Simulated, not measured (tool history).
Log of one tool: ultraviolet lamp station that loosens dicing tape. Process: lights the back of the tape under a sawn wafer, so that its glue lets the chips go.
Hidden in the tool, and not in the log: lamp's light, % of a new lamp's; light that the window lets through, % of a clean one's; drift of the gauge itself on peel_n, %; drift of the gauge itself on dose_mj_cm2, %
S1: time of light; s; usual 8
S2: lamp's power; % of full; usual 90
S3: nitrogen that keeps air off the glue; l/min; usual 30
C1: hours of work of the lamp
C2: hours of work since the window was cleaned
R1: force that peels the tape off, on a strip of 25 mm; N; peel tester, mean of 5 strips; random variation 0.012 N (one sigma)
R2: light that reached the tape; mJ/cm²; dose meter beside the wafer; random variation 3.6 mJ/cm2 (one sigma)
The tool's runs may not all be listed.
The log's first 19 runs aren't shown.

{"run": 20, "hour": 1138.8, "S1": 10, "S2": 65, "S3": 41, "C1": 989, "C2": 81, "R1": 1.085, "R2": 387}
{"run": 21, "hour": 1175.0, "S1": 8, "S2": 90, "S3": 19, "C1": 1009, "C2": 100, "R1": 1.509, "R2": 430}
{"run": 22, "hour": 1253.6, "S1": 8, "S2": 90, "S3": 19, "C1": 1052, "C2": 143, "R1": 1.598, "R2": 419}
{"run": 23, "hour": 1322.6, "S1": 8, "S2": 90, "S3": 12, "C1": 1089, "C2": 180, "R1": 2.165, "R2": 413}
{"run": 24, "hour": 1373.1, "S1": 10, "S2": 68, "S3": 20, "C1": 1116, "C2": 208, "R1": 1.732, "R2": 376}
{"run": 25, "hour": 1431.7, "S1": 6, "S2": 98, "S3": 12, "C1": 1148, "C2": 239, "R1": 2.997, "R2": 320}
{"run": 26, "hour": 1478.5, "S1": 9, "S2": 98, "S3": 12, "C1": 1173, "C2": 265, "R1": 1.805, "R2": 472}
{"run": 27, "hour": 1536.0, "S1": 5, "S2": 90, "S3": 11, "C1": 1204, "C2": 296, "R1": 4.019, "R2": 238}
{"run": 28, "hour": 1616.1, "S1": 5, "S2": 90, "S3": 11, "C1": 1247, "C2": 339, "R1": 4.186, "R2": 233}
{"run": 29, "hour": 1650.1, "S1": 12, "S2": 88, "S3": 41, "C1": 1266, "C2": 357, "R1": 0.562, "R2": 536}
{"run": 30, "hour": 1711.1, "S1": 12, "S2": 92, "S3": 36, "C1": 1299, "C2": 390, "R1": 0.586, "R2": 544}

Forecast run 31:
{"run": 31, "hour": 1769.8, "S1": 11, "S2": 77, "S3": 10, "C1": 1331, "C2": 422, "R1": "?", "R2": "?"}

Run 31 gave R1 2.347 N, R2 406 mJ/cm².
Without the tool's hidden state the same run would have given R1 0.956 N, R2 700 mJ/cm².
